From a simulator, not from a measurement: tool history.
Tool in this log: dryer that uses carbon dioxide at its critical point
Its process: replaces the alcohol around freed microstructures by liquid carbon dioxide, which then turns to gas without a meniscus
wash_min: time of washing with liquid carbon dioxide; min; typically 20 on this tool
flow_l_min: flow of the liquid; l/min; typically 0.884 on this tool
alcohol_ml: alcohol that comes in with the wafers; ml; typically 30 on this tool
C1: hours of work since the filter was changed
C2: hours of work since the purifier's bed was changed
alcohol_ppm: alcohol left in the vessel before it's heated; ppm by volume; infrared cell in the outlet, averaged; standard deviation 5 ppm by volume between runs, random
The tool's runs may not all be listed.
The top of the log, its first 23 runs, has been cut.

{"run": 24, "day": 33.358, "wash_min": 17, "flow_l_min": 0.884, "alcohol_ml": 30, "C1": 354, "C2": 540, "alcohol_ppm": 174}
{"run": 25, "day": 34.842, "wash_min": 17, "flow_l_min": 0.884, "alcohol_ml": 30, "C1": 367, "C2": 553, "alcohol_ppm": 189}
{"run": 26, "day": 36.812, "wash_min": 17, "flow_l_min": 0.884, "alcohol_ml": 30, "C1": 384, "C2": 570, "alcohol_ppm": 188}
{"run": 27, "day": 37.712, "wash_min": 19, "flow_l_min": 0.884, "alcohol_ml": 85, "C1": 392, "C2": 578, "alcohol_ppm": 294}
{"run": 28, "day": 39.092, "wash_min": 17, "flow_l_min": 0.873, "alcohol_ml": 31, "C1": 403, "C2": 590, "alcohol_ppm": 205}
{"run": 29, "day": 40.279, "wash_min": 27, "flow_l_min": 0.873, "alcohol_ml": 43, "C1": 414, "C2": 600, "alcohol_ppm": 52}
{"day": 40.917, "done": "inlet filter changed"}
{"run": 30, "day": 41.562, "wash_min": 13, "flow_l_min": 0.884, "alcohol_ml": 21, "C1": 6, "C2": 611, "alcohol_ppm": 216}
{"run": 31, "day": 42.825, "wash_min": 13, "flow_l_min": 1.264, "alcohol_ml": 21, "C1": 16, "C2": 621, "alcohol_ppm": 59}
{"run": 32, "day": 44.071, "wash_min": 17, "flow_l_min": 1.472, "alcohol_ml": 35, "C1": 27, "C2": 632, "alcohol_ppm": 34}
{"run": 33, "day": 45.75, "wash_min": 17, "flow_l_min": 1.472, "alcohol_ml": 35, "C1": 42, "C2": 647, "alcohol_ppm": 26}
{"run": 34, "day": 47.7, "wash_min": 17, "flow_l_min": 0.544, "alcohol_ml": 61, "C1": 59, "C2": 664, "alcohol_ppm": 1424}
{"run": 35, "day": 49.567, "wash_min": 17, "flow_l_min": 0.92, "alcohol_ml": 25, "C1": 75, "C2": 680, "alcohol_ppm": 87}
{"run": 36, "day": 50.646, "wash_min": 17, "flow_l_min": 0.92, "alcohol_ml": 25, "C1": 84, "C2": 689, "alcohol_ppm": 79}
{"run": 37, "day": 52.1, "wash_min": 12, "flow_l_min": 0.963, "alcohol_ml": 30, "C1": 97, "C2": 702, "alcohol_ppm": 322}
{"run": 38, "day": 53.817, "wash_min": 12, "flow_l_min": 0.963, "alcohol_ml": 30, "C1": 111, "C2": 716, "alcohol_ppm": 328}
{"run": 39, "day": 55.862, "wash_min": 20, "flow_l_min": 0.692, "alcohol_ml": 30, "C1": 129, "C2": 734, "alcohol_ppm": 189}
{"run": 40, "day": 56.921, "wash_min": 16, "flow_l_min": 1.048, "alcohol_ml": 40, "C1": 138, "C2": 743, "alcohol_ppm": 104}
{"run": 41, "day": 58.821, "wash_min": 16, "flow_l_min": 1.048, "alcohol_ml": 40, "C1": 155, "C2": 760, "alcohol_ppm": 115}

The next listed run, before its measurement:
{"run": 42, "day": 60.396, "wash_min": 15, "flow_l_min": 0.884, "alcohol_ml": 30, "C1": 168, "C2": 773, "alcohol_ppm": "?"}

Run 42 gave alcohol_ppm 226 ppm by volume.
The same run, on a tool lacking any hidden state, would have yielded alcohol_ppm 141 ppm by volume.

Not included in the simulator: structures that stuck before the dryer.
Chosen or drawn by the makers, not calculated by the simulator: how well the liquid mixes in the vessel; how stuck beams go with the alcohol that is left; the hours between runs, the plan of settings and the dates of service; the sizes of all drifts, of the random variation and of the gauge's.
